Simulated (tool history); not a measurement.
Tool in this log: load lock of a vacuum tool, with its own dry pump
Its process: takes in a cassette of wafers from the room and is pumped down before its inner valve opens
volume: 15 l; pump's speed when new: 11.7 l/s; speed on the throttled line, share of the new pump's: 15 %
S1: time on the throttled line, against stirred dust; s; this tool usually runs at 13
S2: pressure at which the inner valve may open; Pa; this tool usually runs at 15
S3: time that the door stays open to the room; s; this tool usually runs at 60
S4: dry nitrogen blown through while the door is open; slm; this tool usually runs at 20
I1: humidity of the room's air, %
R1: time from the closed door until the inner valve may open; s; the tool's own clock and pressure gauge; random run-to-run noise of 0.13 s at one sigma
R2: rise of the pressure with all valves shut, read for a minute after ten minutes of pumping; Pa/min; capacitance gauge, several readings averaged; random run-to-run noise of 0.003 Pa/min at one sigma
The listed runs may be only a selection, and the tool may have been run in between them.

{"run": 1, "hour": 0.0, "S1": 13, "S2": 15, "S3": 60, "S4": 20, "I1": 46.0, "R1": 22.7, "R2": 0.415}
{"run": 2, "hour": 158.3, "S1": 13, "S2": 15, "S3": 60, "S4": 20, "I1": 45.7, "R1": 22.8, "R2": 0.424}
{"run": 3, "hour": 237.5, "S1": 13, "S2": 15, "S3": 60, "S4": 20, "I1": 46.3, "R1": 22.8, "R2": 0.426}
{"run": 4, "hour": 379.9, "S1": 22, "S2": 15, "S3": 60, "S4": 20, "I1": 46.8, "R1": 30.2, "R2": 0.429}
{"run": 5, "hour": 507.8, "S1": 22, "S2": 15, "S3": 60, "S4": 20, "I1": 42.3, "R1": 30.4, "R2": 0.427}
{"run": 6, "hour": 640.5, "S1": 22, "S2": 15, "S3": 60, "S4": 20, "I1": 47.2, "R1": 30.4, "R2": 0.436}
{"run": 7, "hour": 744.3, "S1": 13, "S2": 14, "S3": 60, "S4": 20, "I1": 46.8, "R1": 23.0, "R2": 0.435}
{"run": 8, "hour": 876.6, "S1": 13, "S2": 15, "S3": 47, "S4": 20, "I1": 43.1, "R1": 22.6, "R2": 0.437}
{"run": 9, "hour": 991.4, "S1": 13, "S2": 15, "S3": 60, "S4": 15, "I1": 45.1, "R1": 22.9, "R2": 0.459}
{"run": 10, "hour": 1133.0, "S1": 13, "S2": 15, "S3": 60, "S4": 12, "I1": 48.4, "R1": 22.8, "R2": 0.47}
{"run": 11, "hour": 1214.7, "S1": 13, "S2": 15, "S3": 161, "S4": 20, "I1": 44.2, "R1": 22.7, "R2": 0.471}
{"run": 12, "hour": 1318.6, "S1": 13, "S2": 15, "S3": 161, "S4": 20, "I1": 43.1, "R1": 22.6, "R2": 0.484}
{"run": 13, "hour": 1399.3, "S1": 13, "S2": 15, "S3": 60, "S4": 32, "I1": 45.5, "R1": 23.0, "R2": 0.443}
{"run": 14, "hour": 1476.9, "S1": 13, "S2": 15, "S3": 60, "S4": 20, "I1": 39.9, "R1": 22.9, "R2": 0.463}
{"run": 15, "hour": 1608.5, "S1": 10, "S2": 19, "S3": 60, "S4": 24, "I1": 45.7, "R1": 19.9, "R2": 0.476}
{"run": 16, "hour": 1691.0, "S1": 7, "S2": 21, "S3": 60, "S4": 24, "I1": 41.4, "R1": 17.3, "R2": 0.478}
{"run": 17, "hour": 1818.4, "S1": 7, "S2": 21, "S3": 60, "S4": 24, "I1": 46.0, "R1": 17.2, "R2": 0.472}
{"run": 18, "hour": 1944.7, "S1": 10, "S2": 13, "S3": 193, "S4": 14, "I1": 43.5, "R1": 20.6, "R2": 0.526}
{"run": 19, "hour": 2023.9, "S1": 9, "S2": 13, "S3": 60, "S4": 20, "I1": 47.7, "R1": 20.0, "R2": 0.485}
{"run": 20, "hour": 2191.0, "S1": 10, "S2": 24, "S3": 42, "S4": 20, "I1": 46.6, "R1": 19.9, "R2": 0.485}
{"run": 21, "hour": 2309.5, "S1": 10, "S2": 24, "S3": 157, "S4": 20, "I1": 44.1, "R1": 19.6, "R2": 0.513}
{"run": 22, "hour": 2411.7, "S1": 10, "S2": 24, "S3": 157, "S4": 20, "I1": 45.7, "R1": 20.0, "R2": 0.524}
{"run": 23, "hour": 2512.4, "S1": 7, "S2": 19, "S3": 193, "S4": 18, "I1": 44.0, "R1": 17.7, "R2": 0.534}
{"run": 24, "hour": 2697.2, "S1": 7, "S2": 19, "S3": 193, "S4": 18, "I1": 45.4, "R1": 17.7, "R2": 0.538}
{"run": 25, "hour": 2830.6, "S1": 7, "S2": 15, "S3": 76, "S4": 39, "I1": 46.2, "R1": 17.7, "R2": 0.502}
{"run": 26, "hour": 2927.3, "S1": 7, "S2": 15, "S3": 76, "S4": 39, "I1": 45.3, "R1": 18.0, "R2": 0.499}
{"run": 27, "hour": 3075.4, "S1": 10, "S2": 25, "S3": 33, "S4": 24, "I1": 46.3, "R1": 19.8, "R2": 0.509}

Subtracting, for every run, the result it would have given without the tool's unlogged condition from the measured result gives the following. The same run-to-run variation enters both numbers; the gauge's scatter may not:
Hidden state at play: pump's speed, % of a new pump's; leak at the door's seal, Pa l/s; drift of the gauge itself on ready_s, %; drift of the gauge itself on rise_pa_min, %.
run=1 R1=+0.4 R2=+0.371
run=2 R1=+0.4 R2=+0.373
run=3 R1=+0.3 R2=+0.375
run=4 R1=+0.3 R2=+0.385
run=5 R1=+0.3 R2=+0.387
run=6 R1=+0.3 R2=+0.390
run=7 R1=+0.4 R2=+0.388
run=8 R1=+0.5 R2=+0.401
run=9 R1=+0.4 R2=+0.400
run=10 R1=+0.5 R2=+0.406
run=11 R1=+0.5 R2=+0.402
run=12 R1=+0.4 R2=+0.412
run=13 R1=+0.5 R2=+0.406
run=14 R1=+0.5 R2=+0.420
run=15 R1=+0.5 R2=+0.426
run=16 R1=+0.5 R2=+0.431
run=17 R1=+0.5 R2=+0.424
run=18 R1=+0.6 R2=+0.435
run=19 R1=+0.6 R2=+0.433
run=20 R1=+0.5 R2=+0.444
run=21 R1=+0.5 R2=+0.441
run=22 R1=+0.5 R2=+0.451
run=23 R1=+0.7 R2=+0.450
run=24 R1=+0.7 R2=+0.457
run=25 R1=+0.7 R2=+0.468
run=26 R1=+0.7 R2=+0.460
run=27 R1=+0.6 R2=+0.475

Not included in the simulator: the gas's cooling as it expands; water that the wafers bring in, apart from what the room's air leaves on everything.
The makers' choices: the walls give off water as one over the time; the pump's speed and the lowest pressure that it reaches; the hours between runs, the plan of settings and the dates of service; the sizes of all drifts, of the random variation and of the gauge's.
